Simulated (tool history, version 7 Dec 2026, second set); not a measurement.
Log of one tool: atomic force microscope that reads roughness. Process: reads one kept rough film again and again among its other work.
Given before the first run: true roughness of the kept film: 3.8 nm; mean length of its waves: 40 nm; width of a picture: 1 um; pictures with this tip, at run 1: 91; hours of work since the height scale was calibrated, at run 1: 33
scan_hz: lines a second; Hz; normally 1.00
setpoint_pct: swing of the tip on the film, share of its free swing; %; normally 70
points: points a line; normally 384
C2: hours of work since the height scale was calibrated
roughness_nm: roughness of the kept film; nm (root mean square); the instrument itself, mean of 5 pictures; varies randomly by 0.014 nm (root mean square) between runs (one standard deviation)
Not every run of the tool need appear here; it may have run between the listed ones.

run 1 day=0.000 | scan_hz=1.00 setpoint_pct=70 points=384 | pictures_with_this_tip=91 C2=33 | roughness_nm=3.180
run 2 day=0.238 | scan_hz=1.00 setpoint_pct=70 points=384 | pictures_with_this_tip=97 C2=36 | roughness_nm=3.130
run 3 day=0.638 | scan_hz=1.00 setpoint_pct=70 points=384 | pictures_with_this_tip=107 C2=40 | roughness_nm=3.124
run 4 day=0.833 | scan_hz=1.00 setpoint_pct=70 points=384 | pictures_with_this_tip=111 C2=42 | roughness_nm=3.081
run 5 day=1.212 | scan_hz=1.00 setpoint_pct=70 points=384 | pictures_with_this_tip=121 C2=46 | roughness_nm=3.078
run 6 day=1.450 | scan_hz=1.00 setpoint_pct=70 points=384 | pictures_with_this_tip=127 C2=49 | roughness_nm=3.058
run 7 day=1.817 | scan_hz=1.00 setpoint_pct=70 points=384 | pictures_with_this_tip=136 C2=53 | roughness_nm=3.015
-- day=2.088 new tip fitted
run 8 day=2.271 | scan_hz=1.00 setpoint_pct=70 points=369 | pictures_with_this_tip=5 C2=58 | roughness_nm=3.443
run 9 day=2.558 | scan_hz=0.63 setpoint_pct=70 points=541 | pictures_with_this_tip=12 C2=61 | roughness_nm=3.464
run 10 day=2.771 | scan_hz=0.90 setpoint_pct=87 points=384 | pictures_with_this_tip=17 C2=63 | roughness_nm=3.309
run 11 day=3.125 | scan_hz=0.90 setpoint_pct=87 points=384 | pictures_with_this_tip=26 C2=67 | roughness_nm=3.278
run 12 day=3.538 | scan_hz=0.50 setpoint_pct=64 points=319 | pictures_with_this_tip=36 C2=71 | roughness_nm=3.409

Run 13 has not been measured yet. What should we expect?
run 13 day=3.825 | scan_hz=0.77 setpoint_pct=87 points=307 | pictures_with_this_tip=44 C2=74 | roughness_nm=?

{"run 13": {"roughness_nm": 3.228}}
Were there no unlogged condition in the tool, this run, its random variation unchanged, would have produced roughness_nm 3.370 nm (root mean square).

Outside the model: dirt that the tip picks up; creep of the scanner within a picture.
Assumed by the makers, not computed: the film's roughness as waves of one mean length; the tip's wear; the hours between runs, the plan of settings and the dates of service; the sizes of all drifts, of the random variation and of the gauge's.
